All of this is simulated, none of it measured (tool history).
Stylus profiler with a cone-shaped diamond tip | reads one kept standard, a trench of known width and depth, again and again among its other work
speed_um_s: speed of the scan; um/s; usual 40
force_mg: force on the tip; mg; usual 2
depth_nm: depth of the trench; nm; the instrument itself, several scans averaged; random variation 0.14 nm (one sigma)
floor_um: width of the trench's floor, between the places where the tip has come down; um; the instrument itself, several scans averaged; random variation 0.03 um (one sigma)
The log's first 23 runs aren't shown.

run   hour  speed_um_s  force_mg  depth_nm  floor_um
 24  260.6          26      3.42    507.63     15.21
 25  269.3          45      1.08    503.39     15.06
 26  286.5          45      1.08    502.87     14.99
 27  299.4          70      2.68    506.33     15.04
 28  307.7          11      4.97    509.89     15.26
 29  321.9          87      4.14     508.9     14.99
 30  332.7          87      4.14    508.76     14.97
 31  345.2          87      4.14    508.52     15.04
 32    364          25      3.01    506.99     15.15
 33  372.4          25      3.01    506.62     15.22
 34  391.6          49      3.28    507.69      15.1
 35    405          49      3.28    507.42      15.1
 36  423.4          49      3.28    507.43     15.08
 37  442.1          49      3.28    507.26     15.08
 38  450.7         154      3.68    507.95     14.76
 39  464.9         154      3.68    507.85     14.76
 40  476.5          58      3.43     507.6     15.06
 41  485.3          22      2.32    505.67     15.22
 42  494.6          16      1.36    503.31     15.15
 43  503.3          16       2.5    506.02     15.14
 44  511.7          30         2    504.67     15.11
 45    525          30         2    505.13     15.12
 46  539.7          36      5.93    511.41     15.15

Forecast each of these 5 alternatives for the next run:
  A  556.4          40      2.77         ?         ?
  B  556.4          36      1.29         ?         ?
  C  556.4          36      4.37         ?         ?
  D  556.4          21      2.13         ?         ?
  E  556.4          61      2.43         ?         ?

run  depth_nm  floor_um
  A     506.4     15.01
  B    503.34     15.03
  C    509.15     15.08
  D    505.24     15.16
  E    505.54     14.91
Without the tool's hidden state the same runs would have given:
run  depth_nm  floor_um
  A     507.5     15.44
  B    504.42     15.45
  C    510.25     15.51
  D    506.33     15.59
  E    506.63     15.34
